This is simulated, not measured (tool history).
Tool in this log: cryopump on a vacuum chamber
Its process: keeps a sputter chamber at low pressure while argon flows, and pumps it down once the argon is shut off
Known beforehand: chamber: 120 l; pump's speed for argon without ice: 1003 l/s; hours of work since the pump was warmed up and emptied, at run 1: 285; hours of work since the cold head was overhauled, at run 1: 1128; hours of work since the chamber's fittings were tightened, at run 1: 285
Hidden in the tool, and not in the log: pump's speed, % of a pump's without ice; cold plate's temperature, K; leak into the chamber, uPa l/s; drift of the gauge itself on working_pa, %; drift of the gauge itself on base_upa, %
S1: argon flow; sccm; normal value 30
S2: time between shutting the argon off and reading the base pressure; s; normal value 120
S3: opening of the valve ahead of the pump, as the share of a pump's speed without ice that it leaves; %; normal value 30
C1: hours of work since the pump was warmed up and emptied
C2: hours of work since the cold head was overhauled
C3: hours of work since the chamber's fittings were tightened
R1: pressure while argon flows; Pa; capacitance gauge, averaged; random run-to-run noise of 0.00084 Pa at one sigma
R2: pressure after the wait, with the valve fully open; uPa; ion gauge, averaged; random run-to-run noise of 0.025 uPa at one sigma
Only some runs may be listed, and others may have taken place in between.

{"run": 1, "day": 0.0, "S1": 30, "S2": 120, "S3": 30, "C1": 285, "C2": 1128, "C3": 285, "R1": 0.1743, "R2": 1.28}
{"run": 2, "day": 0.892, "S1": 30, "S2": 120, "S3": 30, "C1": 303, "C2": 1146, "C3": 303, "R1": 0.1766, "R2": 1.23}
{"run": 3, "day": 1.862, "S1": 30, "S2": 120, "S3": 30, "C1": 321, "C2": 1164, "C3": 321, "R1": 0.1743, "R2": 1.27}
{"run": 4, "day": 3.129, "S1": 30, "S2": 120, "S3": 30, "C1": 346, "C2": 1189, "C3": 346, "R1": 0.1768, "R2": 1.34}
{"run": 5, "day": 4.479, "S1": 30, "S2": 120, "S3": 20, "C1": 372, "C2": 1215, "C3": 372, "R1": 0.2612, "R2": 1.43}
{"run": 6, "day": 5.417, "S1": 30, "S2": 120, "S3": 20, "C1": 390, "C2": 1233, "C3": 390, "R1": 0.2612, "R2": 1.35}
{"day": 5.842, "done": "pump warmed up, emptied and cooled again"}
{"run": 7, "day": 6.833, "S1": 30, "S2": 120, "S3": 30, "C1": 19, "C2": 1256, "C3": 413, "R1": 0.1708, "R2": 1.33}
{"run": 8, "day": 7.858, "S1": 30, "S2": 120, "S3": 30, "C1": 39, "C2": 1276, "C3": 433, "R1": 0.1727, "R2": 1.36}
{"run": 9, "day": 9.204, "S1": 17, "S2": 120, "S3": 30, "C1": 65, "C2": 1302, "C3": 459, "R1": 0.0974, "R2": 1.32}
{"run": 10, "day": 10.008, "S1": 17, "S2": 37, "S3": 30, "C1": 81, "C2": 1318, "C3": 475, "R1": 0.0969, "R2": 2.99}
{"run": 11, "day": 11.012, "S1": 17, "S2": 37, "S3": 30, "C1": 100, "C2": 1337, "C3": 494, "R1": 0.0984, "R2": 3.01}
{"run": 12, "day": 12.3, "S1": 17, "S2": 37, "S3": 30, "C1": 125, "C2": 1362, "C3": 519, "R1": 0.0991, "R2": 3.02}
{"run": 13, "day": 13.388, "S1": 30, "S2": 254, "S3": 30, "C1": 146, "C2": 1383, "C3": 540, "R1": 0.1744, "R2": 1.07}
{"run": 14, "day": 14.812, "S1": 30, "S2": 120, "S3": 30, "C1": 173, "C2": 1411, "C3": 568, "R1": 0.1731, "R2": 1.44}
{"run": 15, "day": 16.154, "S1": 45, "S2": 88, "S3": 37, "C1": 199, "C2": 1437, "C3": 594, "R1": 0.2117, "R2": 1.74}
{"run": 16, "day": 17.788, "S1": 45, "S2": 88, "S3": 37, "C1": 231, "C2": 1468, "C3": 625, "R1": 0.2152, "R2": 1.75}
{"run": 17, "day": 19.025, "S1": 45, "S2": 88, "S3": 37, "C1": 255, "C2": 1492, "C3": 649, "R1": 0.2149, "R2": 1.76}
{"run": 18, "day": 20.192, "S1": 45, "S2": 88, "S3": 37, "C1": 278, "C2": 1515, "C3": 672, "R1": 0.2145, "R2": 1.73}
{"run": 19, "day": 21.642, "S1": 45, "S2": 88, "S3": 37, "C1": 306, "C2": 1543, "C3": 700, "R1": 0.2165, "R2": 1.78}
{"run": 20, "day": 22.75, "S1": 15, "S2": 49, "S3": 23, "C1": 327, "C2": 1564, "C3": 721, "R1": 0.1136, "R2": 2.58}
{"run": 21, "day": 23.804, "S1": 15, "S2": 49, "S3": 23, "C1": 347, "C2": 1585, "C3": 742, "R1": 0.1139, "R2": 2.61}
{"run": 22, "day": 24.733, "S1": 15, "S2": 49, "S3": 23, "C1": 365, "C2": 1603, "C3": 760, "R1": 0.1146, "R2": 2.6}
{"day": 26.454, "done": "pump warmed up, emptied and cooled again"}
{"run": 23, "day": 26.454, "S1": 27, "S2": 154, "S3": 26, "C1": 0, "C2": 1632, "C3": 789, "R1": 0.1788, "R2": 1.41}
{"run": 24, "day": 27.567, "S1": 30, "S2": 69, "S3": 30, "C1": 21, "C2": 1653, "C3": 810, "R1": 0.1704, "R2": 2.01}
{"run": 25, "day": 28.629, "S1": 30, "S2": 26, "S3": 34, "C1": 42, "C2": 1674, "C3": 831, "R1": 0.1514, "R2": 4.04}
{"run": 26, "day": 29.854, "S1": 30, "S2": 26, "S3": 34, "C1": 66, "C2": 1698, "C3": 855, "R1": 0.1521, "R2": 4.1}
{"run": 27, "day": 31.417, "S1": 30, "S2": 26, "S3": 34, "C1": 96, "C2": 1728, "C3": 885, "R1": 0.152, "R2": 4.22}

5 ways to go on from here, each from the tool as it stands after run 27. What would each give?
{"run": "A", "day": 32.392, "S1": 30, "S2": 110, "S3": 34, "C1": 115, "C2": 1747, "C3": 904, "R1": "?", "R2": "?"}
{"run": "B", "day": 32.392, "S1": 15, "S2": 24, "S3": 18, "C1": 115, "C2": 1747, "C3": 904, "R1": "?", "R2": "?"}
{"run": "C", "day": 32.392, "S1": 25, "S2": 120, "S3": 30, "C1": 115, "C2": 1747, "C3": 904, "R1": "?", "R2": "?"}
{"run": "D", "day": 32.392, "S1": 30, "S2": 120, "S3": 17, "C1": 115, "C2": 1747, "C3": 904, "R1": "?", "R2": "?"}
{"run": "E", "day": 32.392, "S1": 41, "S2": 36, "S3": 22, "C1": 115, "C2": 1747, "C3": 904, "R1": "?", "R2": "?"}

run=A R1=0.1519 R2=1.73
run=B R1=0.1434 R2=4.34
run=C R1=0.1438 R2=1.63
run=D R1=0.3033 R2=1.60
run=E R1=0.3197 R2=3.21
Take away the tool's hidden state, keep each run's random variation, and the runs would have read:
run=A R1=0.1480 R2=1.08
run=B R1=0.1415 R2=3.70
run=C R1=0.1405 R2=0.99
run=D R1=0.2994 R2=0.96
run=E R1=0.3143 R2=2.56
